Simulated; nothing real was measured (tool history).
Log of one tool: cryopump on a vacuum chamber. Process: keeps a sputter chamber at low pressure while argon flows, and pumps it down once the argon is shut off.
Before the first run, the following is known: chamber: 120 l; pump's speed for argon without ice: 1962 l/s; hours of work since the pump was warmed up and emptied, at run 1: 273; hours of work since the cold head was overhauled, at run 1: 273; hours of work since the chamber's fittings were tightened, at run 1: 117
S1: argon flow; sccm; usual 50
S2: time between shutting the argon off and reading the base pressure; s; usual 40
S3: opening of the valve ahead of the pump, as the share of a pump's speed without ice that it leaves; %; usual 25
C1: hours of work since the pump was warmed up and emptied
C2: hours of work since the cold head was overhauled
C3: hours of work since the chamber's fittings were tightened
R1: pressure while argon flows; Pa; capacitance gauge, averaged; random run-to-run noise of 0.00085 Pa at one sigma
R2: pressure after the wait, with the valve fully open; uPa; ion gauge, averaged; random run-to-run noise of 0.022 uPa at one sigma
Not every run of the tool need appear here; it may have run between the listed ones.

Run 1, day 0: usual settings; C1 273; C2 273; C3 117. Result: R1 0.178 Pa, R2 0.72 uPa.
Run 2, day 0.279: usual settings but S2 95 s; C1 277; C2 277; C3 121. Result: R1 0.1777 Pa, R2 0.46 uPa.
Run 3, day 0.804: usual settings but S2 95 s; C1 286; C2 286; C3 130. Result: R1 0.1775 Pa, R2 0.44 uPa.
Run 4, day 1.267: usual settings but S2 95 s; C1 294; C2 294; C3 138. Result: R1 0.178 Pa, R2 0.47 uPa.
Run 5, day 1.717: usual settings but S1 88 sccm, S2 95 s; C1 301; C2 301; C3 145. Result: R1 0.3098 Pa, R2 0.47 uPa.
Run 6, day 2.142: usual settings but S1 88 sccm, S2 95 s; C1 309; C2 309; C3 152. Result: R1 0.311 Pa, R2 0.49 uPa.
Run 7, day 2.742: usual settings; C1 319; C2 319; C3 162. Result: R1 0.1761 Pa, R2 0.79 uPa.
Run 8, day 3.333: usual settings; C1 329; C2 329; C3 172. Result: R1 0.1793 Pa, R2 0.79 uPa.
Run 9, day 3.596: usual settings but S3 16 %; C1 333; C2 333; C3 177. Result: R1 0.2739 Pa, R2 0.77 uPa.
Run 10, day 4.15: usual settings but S2 51 s, S3 16 %; C1 342; C2 342; C3 186. Result: R1 0.2733 Pa, R2 0.64 uPa.
Run 11, day 4.404: usual settings but S2 44 s, S3 19 %; C1 347; C2 347; C3 190. Result: R1 0.2323 Pa, R2 0.73 uPa.
Run 12, day 4.704: usual settings but S1 63 sccm, S2 44 s, S3 34 %; C1 352; C2 352; C3 195. Result: R1 0.1666 Pa, R2 0.76 uPa.
Run 13, day 5.217: usual settings but S1 98 sccm, S3 19 %; C1 360; C2 360; C3 204. Result: R1 0.4578 Pa, R2 0.8 uPa.
Run 14, day 5.692: usual settings but S1 26 sccm, S2 208 s; C1 368; C2 368; C3 212. Result: R1 0.0928 Pa, R2 0.38 uPa.
Run 15, day 6.142: usual settings but S1 31 sccm, S2 208 s, S3 30 %; C1 376; C2 376; C3 219. Result: R1 0.0925 Pa, R2 0.35 uPa.
Run 16, day 6.625: usual settings but S1 27 sccm, S2 208 s, S3 42 %; C1 384; C2 384; C3 227. Result: R1 0.0587 Pa, R2 0.35 uPa.
Run 17, day 6.917: usual settings but S1 88 sccm, S2 296 s, S3 31 %; C1 389; C2 389; C3 232. Result: R1 0.2547 Pa, R2 0.34 uPa.

Forecast each of these 4 alternatives for the next run:
Run A, day 7.321: usual settings but S1 88 sccm, S2 30 s, S3 31 %; C1 395; C2 395; C3 239. Result: R1 ?, R2 ?.
Run B, day 7.321: usual settings but S3 19 %; C1 395; C2 395; C3 239. Result: R1 ?, R2 ?.
Run C, day 7.321: usual settings but S1 89 sccm, S2 59 s, S3 54 %; C1 395; C2 395; C3 239. Result: R1 ?, R2 ?.
Run D, day 7.321: usual settings but S1 41 sccm; C1 395; C2 395; C3 239. Result: R1 ?, R2 ?.

run      R1    R2
  A   0.255  0.97
  B  0.2345   0.8
  C  0.1531  0.67
  D  0.1478  0.86
The same runs, with their run-to-run variation unchanged, on a tool lacking any hidden condition would have given:
run      R1    R2
  A  0.2436  0.83
  B  0.2279  0.66
  C  0.1416  0.53
  D  0.1424  0.72

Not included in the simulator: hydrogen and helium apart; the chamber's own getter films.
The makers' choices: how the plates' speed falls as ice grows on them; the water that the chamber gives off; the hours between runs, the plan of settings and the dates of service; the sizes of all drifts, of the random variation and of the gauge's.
